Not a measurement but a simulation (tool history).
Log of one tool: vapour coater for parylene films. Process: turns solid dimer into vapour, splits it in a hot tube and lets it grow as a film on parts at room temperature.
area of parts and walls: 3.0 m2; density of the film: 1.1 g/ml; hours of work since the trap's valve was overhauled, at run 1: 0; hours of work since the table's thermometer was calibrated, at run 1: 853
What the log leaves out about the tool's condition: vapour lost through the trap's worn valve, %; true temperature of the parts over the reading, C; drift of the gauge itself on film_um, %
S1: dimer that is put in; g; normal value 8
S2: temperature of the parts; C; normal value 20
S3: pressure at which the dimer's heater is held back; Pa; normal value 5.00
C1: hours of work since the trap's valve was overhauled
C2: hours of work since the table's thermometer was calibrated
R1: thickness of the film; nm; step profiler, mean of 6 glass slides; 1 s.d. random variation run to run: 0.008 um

{"run": 1, "hour": 0.0, "S1": 8, "S2": 20, "S3": 5.0, "C1": 0, "C2": 853, "R1": 1168}
{"run": 2, "hour": 16.6, "S1": 8, "S2": 30, "S3": 5.0, "C1": 15, "C2": 868, "R1": 709}
{"run": 3, "hour": 36.4, "S1": 8, "S2": 30, "S3": 5.0, "C1": 32, "C2": 885, "R1": 716}
{"run": 4, "hour": 55.1, "S1": 8, "S2": 30, "S3": 5.0, "C1": 49, "C2": 902, "R1": 712}
{"run": 5, "hour": 68.7, "S1": 8, "S2": 30, "S3": 5.0, "C1": 61, "C2": 914, "R1": 704}
{"run": 6, "hour": 93.3, "S1": 8, "S2": 30, "S3": 5.0, "C1": 83, "C2": 936, "R1": 709}
{"run": 7, "hour": 121.6, "S1": 8, "S2": 30, "S3": 2.56, "C1": 108, "C2": 961, "R1": 761}
{"run": 8, "hour": 144.8, "S1": 5, "S2": 20, "S3": 5.0, "C1": 128, "C2": 981, "R1": 692}
{"run": 9, "hour": 160.7, "S1": 6, "S2": 20, "S3": 5.0, "C1": 143, "C2": 996, "R1": 846}
{"run": 10, "hour": 172.2, "S1": 6, "S2": 20, "S3": 5.0, "C1": 153, "C2": 1006, "R1": 849}
{"run": 11, "hour": 197.2, "S1": 8, "S2": 20, "S3": 5.0, "C1": 175, "C2": 1028, "R1": 1119}
{"run": 12, "hour": 225.1, "S1": 11, "S2": 20, "S3": 5.0, "C1": 200, "C2": 1053, "R1": 1523}
{"run": 13, "hour": 245.0, "S1": 13, "S2": 20, "S3": 5.0, "C1": 217, "C2": 1070, "R1": 1782}
{"run": 14, "hour": 272.5, "S1": 13, "S2": 20, "S3": 5.0, "C1": 242, "C2": 1095, "R1": 1792}
{"run": 15, "hour": 291.7, "S1": 13, "S2": 20, "S3": 5.0, "C1": 259, "C2": 1112, "R1": 1744}
{"run": 16, "hour": 310.8, "S1": 13, "S2": 20, "S3": 5.0, "C1": 276, "C2": 1129, "R1": 1754}
{"run": 17, "hour": 323.3, "S1": 13, "S2": 20, "S3": 5.0, "C1": 287, "C2": 1140, "R1": 1748}
{"run": 18, "hour": 343.5, "S1": 13, "S2": 20, "S3": 5.0, "C1": 305, "C2": 1158, "R1": 1739}
{"run": 19, "hour": 368.1, "S1": 8, "S2": 20, "S3": 6.28, "C1": 327, "C2": 1180, "R1": 1021}
{"run": 20, "hour": 386.7, "S1": 8, "S2": 20, "S3": 6.28, "C1": 343, "C2": 1196, "R1": 1019}
{"run": 21, "hour": 415.0, "S1": 8, "S2": 20, "S3": 6.28, "C1": 368, "C2": 1221, "R1": 1020}
{"run": 22, "hour": 442.0, "S1": 4, "S2": 20, "S3": 2.62, "C1": 392, "C2": 1245, "R1": 566}
{"run": 23, "hour": 454.5, "S1": 4, "S2": 20, "S3": 2.62, "C1": 403, "C2": 1256, "R1": 571}
{"run": 24, "hour": 479.1, "S1": 4, "S2": 29, "S3": 10.85, "C1": 425, "C2": 1278, "R1": 297}
{"run": 25, "hour": 496.4, "S1": 4, "S2": 29, "S3": 10.85, "C1": 440, "C2": 1293, "R1": 296}
{"run": 26, "hour": 521.7, "S1": 7, "S2": 30, "S3": 3.64, "C1": 463, "C2": 1316, "R1": 571}
{"run": 27, "hour": 536.6, "S1": 7, "S2": 13, "S3": 7.33, "C1": 476, "C2": 1329, "R1": 1187}
{"hour": 549.2, "done": "trap's valve overhauled"}
{"run": 28, "hour": 552.4, "S1": 9, "S2": 20, "S3": 6.26, "C1": 3, "C2": 1340, "R1": 1268}
{"run": 29, "hour": 575.2, "S1": 4, "S2": 22, "S3": 4.81, "C1": 23, "C2": 1360, "R1": 538}
{"run": 30, "hour": 598.5, "S1": 8, "S2": 20, "S3": 2.35, "C1": 44, "C2": 1380, "R1": 1305}
{"run": 31, "hour": 612.1, "S1": 8, "S2": 27, "S3": 2.35, "C1": 56, "C2": 1392, "R1": 921}
{"run": 32, "hour": 639.2, "S1": 8, "S2": 12, "S3": 2.73, "C1": 80, "C2": 1417, "R1": 1849}
{"run": 33, "hour": 655.0, "S1": 8, "S2": 27, "S3": 2.73, "C1": 94, "C2": 1431, "R1": 903}
{"run": 34, "hour": 680.3, "S1": 6, "S2": 17, "S3": 6.07, "C1": 116, "C2": 1453, "R1": 968}
{"run": 35, "hour": 695.8, "S1": 3, "S2": 17, "S3": 6.99, "C1": 130, "C2": 1467, "R1": 471}

Estimate the outcome of run 36 from the log above:
{"run": 36, "hour": 707.4, "S1": 8, "S2": 30, "S3": 5.0, "C1": 140, "C2": 1477, "R1": "?"}

R1: 692 nm
Minus the tool's unlogged condition, the same run would have read R1 690 nm.
